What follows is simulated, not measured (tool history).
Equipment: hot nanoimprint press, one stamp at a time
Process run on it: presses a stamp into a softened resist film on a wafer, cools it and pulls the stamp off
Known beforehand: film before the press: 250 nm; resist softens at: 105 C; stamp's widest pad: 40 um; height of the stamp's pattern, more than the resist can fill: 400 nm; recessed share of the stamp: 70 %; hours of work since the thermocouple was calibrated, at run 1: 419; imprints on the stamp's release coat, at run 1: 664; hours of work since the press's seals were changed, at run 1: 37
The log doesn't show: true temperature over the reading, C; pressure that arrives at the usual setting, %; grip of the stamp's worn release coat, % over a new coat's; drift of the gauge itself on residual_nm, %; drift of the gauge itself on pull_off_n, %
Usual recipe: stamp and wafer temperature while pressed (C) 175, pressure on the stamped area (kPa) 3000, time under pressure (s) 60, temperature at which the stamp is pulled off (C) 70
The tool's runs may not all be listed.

run	hour	stamp and wafer temperature while pressed (C)	pressure on the stamped area (kPa)	time under pressure (s)	temperature at which the stamp is pulled off (C)	hours of work since the thermocouple was calibrated	imprints on the stamp's release coat	hours of work since the press's seals were changed	resist left under the stamp's widest pad (Å)	greatest force while the stamp is pulled off (N)
1	0.0	175	3000	60	70	419	664	37	1429	206
# hour 12.5: plate thermocouple calibrated
2	51.5	175	3000	60	70	31	907	75	1366	224
3	95.4	175	3000	60	70	66	1127	110	1377	233
4	119.1	175	3000	60	70	85	1245	129	1395	241
5	165.1	175	3000	60	70	122	1476	166	1387	263
6	200.7	175	3000	42	70	150	1654	194	1560	269
7	235.3	175	3000	42	70	178	1828	222	1575	287
8	278.6	175	3000	42	70	212	2045	256	1566	313
9	330.6	175	3000	42	70	254	2305	298	1576	315
# hour 353.9: stamp cleaned and given a new release coat
10	373.1	175	3000	42	70	283	96	327	1608	172
11	416.6	175	3000	105	70	317	314	362	1189	188
12	441.5	175	3000	105	70	337	439	382	1187	191
13	466.2	182	4490	105	65	357	563	401	733	204
14	489.3	182	4490	105	65	375	679	420	741	221
15	532.4	186	1970	71	55	410	895	454	1100	244

Alternative continuations, all from the tool just after run 15; predict every row:
# hour 556.3: plate thermocouple calibrated
A	568.6	171	4250	60	70	10	1061	480	?	?
# hour 556.3: plate thermocouple calibrated
B	568.6	175	3000	60	59	10	1061	480	?	?
# hour 556.3: plate thermocouple calibrated
C	568.6	178	1970	49	64	10	1061	480	?	?
# hour 556.3: plate thermocouple calibrated
D	568.6	165	1970	37	58	10	1061	480	?	?
# hour 556.3: plate thermocouple calibrated
E	568.6	175	2640	60	75	10	1061	480	?	?

run	resist left under the stamp's widest pad (Å)	greatest force while the stamp is pulled off (N)
A	1421	232
B	1392	241
C	1584	233
D	2208	253
E	1458	220
With no hidden state in the tool, these same runs would have given:
run	resist left under the stamp's widest pad (Å)	greatest force while the stamp is pulled off (N)
A	1381	165
B	1360	171
C	1559	165
D	2193	180
E	1428	157
